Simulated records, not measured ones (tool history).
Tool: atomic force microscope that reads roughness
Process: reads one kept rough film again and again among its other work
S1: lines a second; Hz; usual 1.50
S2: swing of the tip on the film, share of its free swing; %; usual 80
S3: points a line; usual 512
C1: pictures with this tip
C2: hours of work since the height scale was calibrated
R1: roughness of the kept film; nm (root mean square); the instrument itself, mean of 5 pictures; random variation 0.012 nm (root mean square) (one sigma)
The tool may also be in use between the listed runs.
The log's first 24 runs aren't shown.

Run 25, hour 892.1: usual settings but S1 0.62 Hz, S2 71 %, S3 415; C1 160; C2 1157. Result: R1 2.908 nm (root mean square).
Run 26, hour 932.4: usual settings but S1 0.62 Hz, S2 71 %, S3 415; C1 217; C2 1178. Result: R1 2.877 nm (root mean square).
At hour 935.1: new tip fitted.
Run 27, hour 965.8: usual settings but S1 0.91 Hz, S2 71 %, S3 398; C1 44; C2 1195. Result: R1 2.861 nm (root mean square).
Run 28, hour 1002.6: usual settings but S1 0.91 Hz, S2 71 %, S3 398; C1 96; C2 1214. Result: R1 2.893 nm (root mean square).
Run 29, hour 1024.7: usual settings but S1 0.91 Hz, S2 71 %, S3 545; C1 128; C2 1226. Result: R1 2.922 nm (root mean square).
Run 30, hour 1066.8: usual settings but S1 0.70 Hz, S2 76 %, S3 545; C1 187; C2 1248. Result: R1 2.887 nm (root mean square).
At hour 1091.6: new tip fitted.
Run 31, hour 1111.7: usual settings but S2 58 %, S3 711; C1 29; C2 1271. Result: R1 2.964 nm (root mean square).
Run 32, hour 1151.6: usual settings but S1 3.74 Hz; C1 85; C2 1292. Result: R1 2.643 nm (root mean square).
Run 33, hour 1173.9: usual settings but S1 3.74 Hz; C1 117; C2 1304. Result: R1 2.645 nm (root mean square).
Run 34, hour 1196.5: usual settings but S1 3.74 Hz; C1 149; C2 1316. Result: R1 2.626 nm (root mean square).
Run 35, hour 1222.9: usual settings but S1 3.74 Hz, S3 333; C1 187; C2 1330. Result: R1 2.604 nm (root mean square).
At hour 1247.1: new tip fitted.
Run 36, hour 1262.9: usual settings but S1 0.56 Hz, S2 65 %; C1 23; C2 1350. Result: R1 2.948 nm (root mean square).

The next listed run, before its measurement:
Run 37, hour 1284.1: usual settings but S1 1.82 Hz, S2 85 %, S3 831; C1 53; C2 1362. Result: R1 ?.

R1: 2.771 nm (root mean square)
Without the tool's hidden state the same run would have given R1 2.774 nm (root mean square).
